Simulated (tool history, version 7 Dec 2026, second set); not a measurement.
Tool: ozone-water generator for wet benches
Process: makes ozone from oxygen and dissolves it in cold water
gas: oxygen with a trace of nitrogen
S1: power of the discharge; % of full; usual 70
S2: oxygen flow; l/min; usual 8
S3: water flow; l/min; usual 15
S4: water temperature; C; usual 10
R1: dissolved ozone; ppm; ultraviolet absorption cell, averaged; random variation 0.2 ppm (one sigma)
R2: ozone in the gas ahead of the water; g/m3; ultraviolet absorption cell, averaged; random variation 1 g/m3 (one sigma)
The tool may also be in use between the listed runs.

run	hour	S1	S2	S3	S4	R1	R2
1	0.0	70	8	15	10	28.9	179.4
2	146.1	70	8	15	10	29.2	179.4
3	287.6	70	8	15	10	29.4	176.7
4	432.8	70	8	15	10	29.0	177.0
5	574.6	70	8	15	10	28.9	176.7
6	668.9	70	8	15	10	29.3	178.1
7	801.9	96	8	20	10	29.7	226.2
8	986.0	70	8	15	10	29.3	175.1
9	1120.9	70	8	15	10	29.0	176.7

Run 10 comes next. What will it give?
10	1276.4	70	8	9	10	?	?

{"run 10": {"R1": 40.3, "R2": 177.8}}
Without the tool's hidden state the same run would have given R1 40.3 ppm, R2 180.5 g/m3.
